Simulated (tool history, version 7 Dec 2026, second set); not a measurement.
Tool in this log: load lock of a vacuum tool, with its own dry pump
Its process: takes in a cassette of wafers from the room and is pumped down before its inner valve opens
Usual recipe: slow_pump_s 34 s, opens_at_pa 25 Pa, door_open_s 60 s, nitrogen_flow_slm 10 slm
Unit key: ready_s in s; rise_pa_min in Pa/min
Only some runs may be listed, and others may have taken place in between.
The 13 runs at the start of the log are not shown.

run	hour	slow_pump_s	opens_at_pa	door_open_s	nitrogen_flow_slm	hours that the pump has run since its overhaul	times that the door has closed on its seal	incoming humidity of the room's air, %	ready_s	rise_pa_min
14	4655.3	34	30	60	10	3051	17279	47.1	55.3	0.087
15	4840.3	34	30	60	10	3236	18096	45.4	55.3	0.101
16	5036.1	34	25	60	10	3431	18960	43.4	56.5	0.099
17	5334.1	34	25	60	10	3729	20276	44.8	56.2	0.103
18	5690.9	39	39	60	10	4086	21850	46.5	58.5	0.121
19	6116.5	39	39	199	8	4512	23729	45.3	58.9	0.169
20	6523.6	44	29	38	10	4919	25526	44.5	63.6	0.136
21	6818.3	34	25	60	30	5214	26827	46	57.1	0.135
22	7075.4	29	25	60	8	5471	27962	45.3	52.7	0.15
23	7284.4	29	25	60	8	5680	28885	48.9	53.2	0.159

Predict the results of run 24:
24	7544	23	48	117	16	5939	30031	44.9	?	?

ready_s: 46 s
rise_pa_min: 0.171 Pa/min
Without the tool's hidden state the same run would have given ready_s 44.6 s, rise_pa_min 0.026 Pa/min.
